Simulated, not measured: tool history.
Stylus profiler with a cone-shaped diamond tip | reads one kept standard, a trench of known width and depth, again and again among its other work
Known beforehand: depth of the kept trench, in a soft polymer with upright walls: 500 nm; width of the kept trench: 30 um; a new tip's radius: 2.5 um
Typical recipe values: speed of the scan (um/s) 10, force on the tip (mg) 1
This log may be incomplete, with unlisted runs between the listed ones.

run   hour  speed of the scan (um/s)  force on the tip (mg)  depth of the trench (angstrom)  width of the trench's floor (µm)
  1      0                        10                      1                          5044.3                             26.84
  2   11.6                        10                      1                          5044.7                             26.82
  3   26.2                        10                      1                          5043.1                             26.81
  4   43.2                        10                      1                          5042.8                             26.77
  5   56.8                        10                   0.81                          5038.8                             26.79
  6   67.3                        10                   0.81                          5039.6                             26.79
  7   85.5                        10                   0.81                          5038.3                              26.7
  8     99                        30                      1                          5041.3                             26.63
  9  114.7                        30                      1                          5042.7                             26.63
 10  132.6                        30                      1                          5045.8                             26.59
 11  151.4                        30                   0.92                          5040.2                             26.51
 12  166.1                        30                   0.92                          5039.9                             26.55
 13  179.5                        30                   0.92                          5041.1                             26.56
 14  196.4                        30                   0.92                          5040.2                             26.54
 15    215                        30                   0.92                          5039.8                             26.54
 16  233.6                        30                   0.92                            5042                             26.55
 17  252.7                        10                   1.52                          5058.2                             26.67
 18  268.9                        10                   1.52                            5056                             26.68
 19  280.9                        10                   1.52                          5054.4                             26.65
 20  292.9                        10                   1.52                          5057.3                             26.63
 21  309.7                        10                      1                            5044                             26.59
 22  320.9                        10                      1                          5043.4                              26.6
 23  336.4                        10                      1                          5040.3                             26.59
 24  350.4                        31                   0.96                          5039.4                             26.45
 25  367.6                         3                   1.11                            5044                             26.63
 26  378.9                         3                   0.48                          5025.4                             26.63
 27  398.6                         3                   0.48                          5023.4                             26.55
 28  414.5                         4                   0.51                          5026.8                             26.54
 29  431.6                        21                    2.5                          5076.6                             26.53
 30  446.2                        21                    2.5                          5075.9                             26.54
 31  456.1                        21                    2.5                          5077.1                             26.59
 32  472.9                        21                    2.5                          5077.4                              26.5
 33  482.9                        27                   0.84                          5034.4                             26.46
 34  499.4                        27                   0.84                          5035.9                             26.39
 35  518.1                        22                   1.63                          5054.5                             26.44
 36  528.2                        22                   2.93                          5087.5                             26.48
 37  545.7                        22                   0.37                          5018.8                             26.35
 38  564.5                         9                   0.67                          5028.5                             26.47
 39  582.4                         9                   0.67                          5029.5                             26.49
 40  601.1                         9                   0.67                          5028.2                             26.47
 41  621.7                         9                   0.67                          5028.5                             26.47
 42  637.1                         6                    2.7                          5079.7                             26.48
 43  655.1                        14                   0.91                          5037.3                              26.4
 44  671.8                        25                   1.79                          5059.2                             26.37
 45  692.6                        25                   1.79                          5056.9                             26.44
 46  710.6                        25                   1.79                          5057.5                             26.32

Selected run-to-run steps in depth of the trench (angstrom), each split into two signed amounts: the part the tool would show with no hidden state at all (from settings, incoming material and random variation), and the remainder, which goes to the hidden state together with any gauge scatter not common to the measured and the hidden-state-free results:
The hidden state here: radius of the tip, um; height scale over the true one, %; drift of the gauge itself on depth_nm, %; drift of the gauge itself on floor_um, %.
Run 3 -> 4: no setting changed, nothing entered. depth of the trench (angstrom) -0.3: hidden state -0.2, all else -0.1.
Run 28 -> 29: speed of the scan (um/s) 4 -> 21, force on the tip (mg) 0.51 -> 2.5. depth of the trench (angstrom) +49.8: hidden state -0.3, all else +50.1.
Run 36 -> 37: force on the tip (mg) 2.93 -> 0.37. depth of the trench (angstrom) -68.7: hidden state -0.1, all else -68.6.
Run 41 -> 42: speed of the scan (um/s) 9 -> 6, force on the tip (mg) 0.67 -> 2.7. depth of the trench (angstrom) +51.2: hidden state -0.1, all else +51.3.
Run 45 -> 46: no setting changed, nothing entered. depth of the trench (angstrom) +0.6: hidden state -0.3, all else +0.9.
